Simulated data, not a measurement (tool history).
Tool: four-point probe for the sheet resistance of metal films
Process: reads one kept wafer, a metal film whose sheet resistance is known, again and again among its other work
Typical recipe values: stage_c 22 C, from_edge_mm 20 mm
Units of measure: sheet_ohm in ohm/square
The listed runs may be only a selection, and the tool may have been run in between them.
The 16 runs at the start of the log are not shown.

run 17 day=17.292 | stage_c=22 from_edge_mm=20 | sheet_ohm=0.600585
run 18 day=18.396 | stage_c=22 from_edge_mm=20 | sheet_ohm=0.600569
run 19 day=19.062 | stage_c=26 from_edge_mm=50 | sheet_ohm=0.599607
run 20 day=20.008 | stage_c=26 from_edge_mm=50 | sheet_ohm=0.599369
run 21 day=21.554 | stage_c=19 from_edge_mm=5 | sheet_ohm=0.612540
run 22 day=22.829 | stage_c=23 from_edge_mm=7 | sheet_ohm=0.605952
run 23 day=23.550 | stage_c=29 from_edge_mm=7 | sheet_ohm=0.605153
run 24 day=24.196 | stage_c=30 from_edge_mm=20 | sheet_ohm=0.599518
run 25 day=24.946 | stage_c=30 from_edge_mm=20 | sheet_ohm=0.599655
run 26 day=26.517 | stage_c=30 from_edge_mm=20 | sheet_ohm=0.599368
run 27 day=27.758 | stage_c=19 from_edge_mm=13 | sheet_ohm=0.601296
run 28 day=28.417 | stage_c=25 from_edge_mm=8 | sheet_ohm=0.603933
run 29 day=29.738 | stage_c=31 from_edge_mm=8 | sheet_ohm=0.603258
run 30 day=31.075 | stage_c=29 from_edge_mm=22 | sheet_ohm=0.598965
run 31 day=31.762 | stage_c=29 from_edge_mm=22 | sheet_ohm=0.598886
run 32 day=33.179 | stage_c=29 from_edge_mm=22 | sheet_ohm=0.598704
run 33 day=33.896 | stage_c=27 from_edge_mm=46 | sheet_ohm=0.598290
run 34 day=35.488 | stage_c=27 from_edge_mm=46 | sheet_ohm=0.598302

Below are 5 alternative next runs, each starting from the tool's condition after run 34. Predict each:
run A day=36.283 | stage_c=27 from_edge_mm=4 | sheet_ohm=?
run B day=36.283 | stage_c=24 from_edge_mm=44 | sheet_ohm=?
run C day=36.283 | stage_c=21 from_edge_mm=51 | sheet_ohm=?
run D day=36.283 | stage_c=31 from_edge_mm=69 | sheet_ohm=?
run E day=36.283 | stage_c=22 from_edge_mm=44 | sheet_ohm=?

run=A sheet_ohm=0.617538
run=B sheet_ohm=0.598824
run=C sheet_ohm=0.599071
run=D sheet_ohm=0.597882
run=E sheet_ohm=0.598882
Without the tool's unlogged condition, the same runs would have read:
run=A sheet_ohm=0.617472
run=B sheet_ohm=0.598757
run=C sheet_ohm=0.598999
run=D sheet_ohm=0.597823
run=E sheet_ohm=0.598812
